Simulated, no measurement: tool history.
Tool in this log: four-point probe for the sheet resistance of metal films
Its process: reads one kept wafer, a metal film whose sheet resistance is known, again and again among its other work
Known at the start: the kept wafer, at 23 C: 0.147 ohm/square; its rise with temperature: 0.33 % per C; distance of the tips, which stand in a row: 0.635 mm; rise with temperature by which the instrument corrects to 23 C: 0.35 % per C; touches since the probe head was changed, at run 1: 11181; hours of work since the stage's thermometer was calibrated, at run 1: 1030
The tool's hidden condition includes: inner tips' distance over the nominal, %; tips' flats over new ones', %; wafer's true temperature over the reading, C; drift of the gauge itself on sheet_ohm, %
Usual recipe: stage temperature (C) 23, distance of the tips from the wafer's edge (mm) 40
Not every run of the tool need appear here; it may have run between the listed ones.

run,day,stage temperature (C),distance of the tips from the wafer's edge (mm),touches since the probe head was changed,hours of work since the stage's thermometer was calibrated,sheet resistance as the instrument gives it (ohm/square)
1,0.000,23,40,11181,1030,0.145720
2,3.771,23,40,15728,1095,0.145758
3,5.983,23,40,18390,1134,0.145847
4,9.721,19,40,22897,1199,0.146026
# day 11.800: stage's thermometer calibrated
5,12.096,19,40,25733,5,0.146113
6,15.742,19,40,30129,69,0.146171
7,19.446,23,40,34590,133,0.146057
8,23.858,23,40,39910,210,0.146087
9,27.621,23,3,44443,275,0.149628
10,31.671,23,3,49323,345,0.149668
11,34.271,23,3,52455,391,0.149621
12,37.188,23,4,55973,441,0.148210
13,40.708,23,4,60214,503,0.148304
14,44.188,23,4,64407,563,0.148315
15,47.762,23,11,68717,625,0.146663
16,51.533,23,7,73261,691,0.147081
17,55.200,23,40,77680,755,0.146531
18,59.888,23,40,83331,836,0.146587
19,63.083,23,40,87183,892,0.146611
20,66.058,23,30,90768,943,0.146657
21,68.558,23,30,93778,987,0.146714
22,70.875,23,30,96574,1027,0.146714
23,74.700,23,15,101180,1094,0.146911
24,77.733,22,7,104837,1146,0.147504
25,79.862,25,8,107402,1183,0.147243
26,82.517,22,4,110604,1230,0.148850
# day 82.738: stage's thermometer calibrated
27,87.046,23,62,116033,75,0.147143
28,89.400,31,24,118872,116,0.146876
29,94.000,20,24,124416,196,0.147407
30,98.500,22,5,129837,274,0.148530
31,100.408,22,5,132136,307,0.148582
32,103.379,23,11,135721,359,0.147557
33,107.008,23,11,140093,422,0.147621
34,110.642,19,11,144473,485,0.147799
# day 112.504: new probe head fitted
35,113.454,30,16,1145,533,0.146971
36,116.254,25,21,4520,582,0.147113
37,118.254,25,4,6928,617,0.149075
38,122.350,30,40,11863,688,0.147007
39,124.817,22,4,14839,731,0.149241
40,129.371,33,10,20323,810,0.147266
41,133.629,19,28,25457,884,0.147613
42,137.517,19,28,30144,952,0.147631
43,139.962,22,40,33093,994,0.147490
44,142.242,23,42,35837,1034,0.147506
45,145.338,30,9,39570,1088,0.147674

Entry by entry between the runs, the difference in hidden state between the last listed run before and the first listed run after:
From run 4 to run 5: stage's thermometer calibrated (day 11.800)
  inner tips' distance over the nominal, %: -0.656 -> -0.631; tips' flats over new ones', %: 23 -> 26; wafer's true temperature over the reading, C: -0.26 -> -0.12
  difference, measured minus the result without the unlogged condition, sheet resistance as the instrument gives it (ohm/square): -0.001171 -> -0.001063
From run 26 to run 27: stage's thermometer calibrated (day 82.738)
  inner tips' distance over the nominal, %: 0.011 -> 0.055; tips' flats over new ones', %: 111 -> 116; wafer's true temperature over the reading, C: -0.33 -> 0.02
  difference, measured minus the result without the unlogged condition, sheet resistance as the instrument gives it (ohm/square): -0.000146 -> +0.000097
From run 34 to run 35: new probe head fitted (day 112.504)
  inner tips' distance over the nominal, %: 0.267 -> 0.092; tips' flats over new ones', %: 144 -> 1; wafer's true temperature over the reading, C: -0.05 -> -0.06
  difference, measured minus the result without the unlogged condition, sheet resistance as the instrument gives it (ohm/square): +0.000402 -> +0.000119

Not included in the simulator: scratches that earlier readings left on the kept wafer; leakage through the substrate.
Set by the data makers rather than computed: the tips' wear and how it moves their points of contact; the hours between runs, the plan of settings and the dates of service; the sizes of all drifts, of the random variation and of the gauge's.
